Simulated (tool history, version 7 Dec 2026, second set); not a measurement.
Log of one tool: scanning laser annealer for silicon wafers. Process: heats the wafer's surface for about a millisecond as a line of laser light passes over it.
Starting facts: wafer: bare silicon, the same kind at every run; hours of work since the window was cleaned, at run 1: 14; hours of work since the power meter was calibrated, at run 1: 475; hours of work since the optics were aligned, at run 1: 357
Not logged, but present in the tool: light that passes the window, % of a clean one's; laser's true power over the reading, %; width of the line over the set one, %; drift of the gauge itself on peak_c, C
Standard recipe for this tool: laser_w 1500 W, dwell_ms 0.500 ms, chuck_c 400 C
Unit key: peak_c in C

run     day  laser_w  dwell_ms  chuck_c  hours of work since the window was cleaned  hours of work since the power meter was calibrated  hours of work since the optics were aligned  peak_c
  1   0.000     1500     0.500      400                                          14                                                 475                                          357    1188
  2   1.058     1500     0.500      400                                          27                                                 488                                          370    1185
  3   2.796     1500     0.500      400                                          48                                                 509                                          392    1183
  4   3.733     1500     0.500      417                                          60                                                 521                                          403    1204
  5   4.958     1500     0.500      417                                          75                                                 536                                          418    1200
  6   6.629     1500     0.459      400                                          96                                                 557                                          439    1158
  7   7.571     1500     0.500      400                                         107                                                 568                                          450    1186
  8   8.675     1500     0.500      400                                         121                                                 582                                          464    1187
  9   9.538     1304     0.500      400                                         131                                                 592                                          475    1087
 10  11.412     1304     0.500      400                                         155                                                 616                                          498    1086
 11  12.396     1304     0.500      400                                         167                                                 628                                          510    1080
 12  14.146     1485     0.500      400                                         188                                                 649                                          532    1171
 13  15.692     1399     0.500      400                                         207                                                 668                                          551    1131
 14  16.979     1500     0.471      373                                         223                                                 684                                          566    1131
 15  18.258     1500     0.512      371                                         239                                                 700                                          582    1159
 16  19.788     1449     0.500      400                                         258                                                 719                                          601    1149
 17  21.408     1366     0.500      400                                         278                                                 739                                          621    1110
 18  22.438     1366     0.500      400                                         290                                                 751                                          634    1108
 19  24.229     1366     0.500      400                                         313                                                 773                                          656    1109
 20  26.283     1366     0.500      417                                         338                                                 799                                          681    1122
 21  28.192     1473     0.425      422                                         361                                                 822                                          705    1127

4 ways to go on from here, each from the tool as it stands after run 21. What would each give?
  A  29.617     1307     0.398      380                                         379                                                 840                                          722       ?
  B  29.617     1324     0.425      422                                         379                                                 840                                          722       ?
  C  29.617     1473     0.420      376                                         379                                                 840                                          722       ?
  D  29.617     1500     0.500      419                                         379                                                 840                                          722       ?

run  peak_c
  A     995
  B    1063
  C    1079
  D    1187
With no hidden state in the tool, these same runs would have given:
run  peak_c
  A    1010
  B    1078
  C    1096
  D    1206
